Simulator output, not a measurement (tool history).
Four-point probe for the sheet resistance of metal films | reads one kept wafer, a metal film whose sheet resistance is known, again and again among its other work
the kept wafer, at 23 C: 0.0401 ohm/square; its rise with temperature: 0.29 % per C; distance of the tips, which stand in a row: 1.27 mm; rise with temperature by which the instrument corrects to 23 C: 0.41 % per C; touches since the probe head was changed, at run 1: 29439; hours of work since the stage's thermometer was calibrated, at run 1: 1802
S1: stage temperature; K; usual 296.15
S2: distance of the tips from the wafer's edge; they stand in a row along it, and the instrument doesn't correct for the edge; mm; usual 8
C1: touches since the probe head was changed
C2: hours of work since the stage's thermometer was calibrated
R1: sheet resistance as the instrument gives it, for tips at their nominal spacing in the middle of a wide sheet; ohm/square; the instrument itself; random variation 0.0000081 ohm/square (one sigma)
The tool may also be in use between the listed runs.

{"run": 1, "day": 0.0, "S1": 296.15, "S2": 8, "C1": 29439, "C2": 1802, "R1": 0.040861}
{"run": 2, "day": 3.05, "S1": 296.15, "S2": 9, "C1": 31318, "C2": 1837, "R1": 0.040751}
{"run": 3, "day": 4.888, "S1": 299.15, "S2": 9, "C1": 32449, "C2": 1859, "R1": 0.040601}
{"run": 4, "day": 7.592, "S1": 299.15, "S2": 9, "C1": 34115, "C2": 1890, "R1": 0.040629}
{"run": 5, "day": 10.912, "S1": 299.15, "S2": 9, "C1": 36161, "C2": 1929, "R1": 0.040626}
{"run": 6, "day": 13.733, "S1": 299.15, "S2": 9, "C1": 37899, "C2": 1962, "R1": 0.040629}
{"run": 7, "day": 17.308, "S1": 299.15, "S2": 9, "C1": 40102, "C2": 2003, "R1": 0.040638}
{"run": 8, "day": 19.679, "S1": 299.15, "S2": 9, "C1": 41561, "C2": 2031, "R1": 0.040652}
{"run": 9, "day": 21.738, "S1": 299.15, "S2": 9, "C1": 42829, "C2": 2055, "R1": 0.040646}
{"run": 10, "day": 23.654, "S1": 299.15, "S2": 9, "C1": 44011, "C2": 2077, "R1": 0.040646}
{"run": 11, "day": 25.667, "S1": 296.15, "S2": 7, "C1": 45250, "C2": 2101, "R1": 0.041074}
{"run": 12, "day": 28.608, "S1": 296.15, "S2": 7, "C1": 47062, "C2": 2135, "R1": 0.041076}
{"run": 13, "day": 30.454, "S1": 296.15, "S2": 7, "C1": 48199, "C2": 2157, "R1": 0.04108}
{"run": 14, "day": 34.192, "S1": 296.15, "S2": 8, "C1": 50500, "C2": 2200, "R1": 0.040921}
{"run": 15, "day": 38.271, "S1": 296.15, "S2": 8, "C1": 53015, "C2": 2248, "R1": 0.040949}
{"run": 16, "day": 40.012, "S1": 296.15, "S2": 8, "C1": 54087, "C2": 2268, "R1": 0.040946}
{"run": 17, "day": 43.533, "S1": 296.15, "S2": 7, "C1": 56257, "C2": 2309, "R1": 0.041123}
{"run": 18, "day": 46.996, "S1": 296.15, "S2": 7, "C1": 58388, "C2": 2350, "R1": 0.04113}
{"run": 19, "day": 48.833, "S1": 296.15, "S2": 7, "C1": 59519, "C2": 2371, "R1": 0.041127}
{"run": 20, "day": 51.879, "S1": 296.15, "S2": 8, "C1": 61397, "C2": 2407, "R1": 0.040963}
{"run": 21, "day": 56.054, "S1": 296.15, "S2": 11, "C1": 63969, "C2": 2455, "R1": 0.040717}
{"day": 56.412, "done": "stage's thermometer calibrated"}
{"run": 22, "day": 58.788, "S1": 296.15, "S2": 11, "C1": 65640, "C2": 28, "R1": 0.0408}
{"run": 23, "day": 61.158, "S1": 303.15, "S2": 8, "C1": 67100, "C2": 55, "R1": 0.0407}
{"run": 24, "day": 64.804, "S1": 303.15, "S2": 7, "C1": 69346, "C2": 98, "R1": 0.040859}
{"run": 25, "day": 66.788, "S1": 294.15, "S2": 14, "C1": 70566, "C2": 121, "R1": 0.040787}
{"day": 67.121, "done": "new probe head fitted"}
{"run": 26, "day": 68.621, "S1": 298.15, "S2": 33, "C1": 924, "C2": 142, "R1": 0.04003}
{"run": 27, "day": 72.838, "S1": 298.15, "S2": 33, "C1": 3521, "C2": 191, "R1": 0.040046}
{"day": 73.729, "done": "stage's thermometer calibrated, once more"}
{"run": 28, "day": 76.217, "S1": 298.15, "S2": 33, "C1": 5590, "C2": 29, "R1": 0.039899}
{"run": 29, "day": 78.546, "S1": 298.15, "S2": 33, "C1": 7024, "C2": 56, "R1": 0.039888}
{"run": 30, "day": 82.029, "S1": 298.15, "S2": 4, "C1": 9171, "C2": 97, "R1": 0.041926}
{"run": 31, "day": 84.975, "S1": 297.15, "S2": 8, "C1": 10984, "C2": 131, "R1": 0.040464}
{"run": 32, "day": 88.408, "S1": 298.15, "S2": 22, "C1": 13100, "C2": 171, "R1": 0.039949}
{"run": 33, "day": 90.725, "S1": 297.15, "S2": 4, "C1": 14526, "C2": 198, "R1": 0.041994}
{"run": 34, "day": 94.333, "S1": 297.15, "S2": 4, "C1": 16749, "C2": 240, "R1": 0.041993}
{"run": 35, "day": 96.625, "S1": 308.15, "S2": 3, "C1": 18162, "C2": 267, "R1": 0.042895}
{"run": 36, "day": 99.921, "S1": 303.15, "S2": 5, "C1": 20190, "C2": 305, "R1": 0.041001}
{"run": 37, "day": 103.929, "S1": 291.15, "S2": 13, "C1": 22659, "C2": 352, "R1": 0.040493}
{"run": 38, "day": 106.008, "S1": 298.15, "S2": 3, "C1": 23941, "C2": 376, "R1": 0.043402}
{"run": 39, "day": 107.862, "S1": 294.15, "S2": 7, "C1": 25082, "C2": 398, "R1": 0.040824}
{"run": 40, "day": 111.404, "S1": 295.15, "S2": 5, "C1": 27265, "C2": 439, "R1": 0.041447}
{"run": 41, "day": 114.408, "S1": 295.15, "S2": 5, "C1": 29115, "C2": 474, "R1": 0.041442}
{"run": 42, "day": 117.821, "S1": 302.15, "S2": 8, "C1": 31218, "C2": 514, "R1": 0.040306}
{"run": 43, "day": 120.504, "S1": 302.15, "S2": 8, "C1": 32869, "C2": 545, "R1": 0.040282}
{"run": 44, "day": 124.117, "S1": 302.15, "S2": 8, "C1": 35094, "C2": 588, "R1": 0.040312}

Some steps in R1 between neighbouring runs. How much of each would the tool show without its hidden state too (settings, what came in, random variation), and how much is left for the hidden state, with any gauge scatter that isn't in both results?
The hidden state here: inner tips' distance over the nominal, %; tips' flats over new ones', %; wafer's true temperature over the reading, C; drift of the gauge itself on sheet_ohm, %.
Run 21 -> 22: stage's thermometer calibrated. R1 +0.000083 ohm/square: hidden state +0.000066, all else +0.000017.
Run 25 -> 26: S1 294.15 -> 298.15, S2 14 -> 33, new probe head fitted. R1 -0.000757 ohm/square: hidden state -0.000412, all else -0.000345.
Run 27 -> 28: stage's thermometer calibrated, once more. R1 -0.000147 ohm/square: hidden state -0.000153, all else +0.000006.
Run 32 -> 33: S1 298.15 -> 297.15, S2 22 -> 4. R1 +0.002045 ohm/square: hidden state -0.000001, all else +0.002046.
Run 37 -> 38: S1 291.15 -> 298.15, S2 13 -> 3. R1 +0.002909 ohm/square: hidden state +0, all else +0.002909.
Run 38 -> 39: S1 298.15 -> 294.15, S2 3 -> 7. R1 -0.002578 ohm/square: hidden state +0.000009, all else -0.002587.
